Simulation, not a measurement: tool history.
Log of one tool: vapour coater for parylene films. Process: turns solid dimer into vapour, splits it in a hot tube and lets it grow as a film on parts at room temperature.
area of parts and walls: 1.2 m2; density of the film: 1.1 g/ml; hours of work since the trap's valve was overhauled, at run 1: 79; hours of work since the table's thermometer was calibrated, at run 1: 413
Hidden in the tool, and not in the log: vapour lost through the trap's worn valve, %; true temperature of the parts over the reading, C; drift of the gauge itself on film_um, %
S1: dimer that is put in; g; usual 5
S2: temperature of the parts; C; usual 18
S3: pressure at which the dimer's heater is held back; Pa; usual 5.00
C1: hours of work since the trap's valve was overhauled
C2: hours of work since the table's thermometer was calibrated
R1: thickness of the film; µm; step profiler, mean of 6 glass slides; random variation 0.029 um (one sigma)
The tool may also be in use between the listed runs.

run   hour  S1  S2    S3   C1   C2    R1
  1    0.0   5  18  5.00   79  413  2.52
  2   51.9   5  18  5.00  111  446  2.51
  3   75.2   5  18  5.00  126  460  2.51
  4   99.6   5  18  5.00  141  475  2.50
  5  127.8   5  18  5.00  159  493  2.51
  6  153.8   5  24  5.00  175  509  1.98
  7  186.4   5  10  5.00  195  529  3.28
  8  208.8   3  14  5.00  209  543  1.71
     215.7  -- trap's valve overhauled
  9  256.9   3  15  3.93   26  570  1.66
 10  280.3   9  15  4.40   40  585  4.85

Forecast run 11:
 11  305.4   8  22  4.10  56  601   ?

Run 11 gave R1 3.43 µm.
Without the tool's hidden state the same run would have given R1 3.72 µm.

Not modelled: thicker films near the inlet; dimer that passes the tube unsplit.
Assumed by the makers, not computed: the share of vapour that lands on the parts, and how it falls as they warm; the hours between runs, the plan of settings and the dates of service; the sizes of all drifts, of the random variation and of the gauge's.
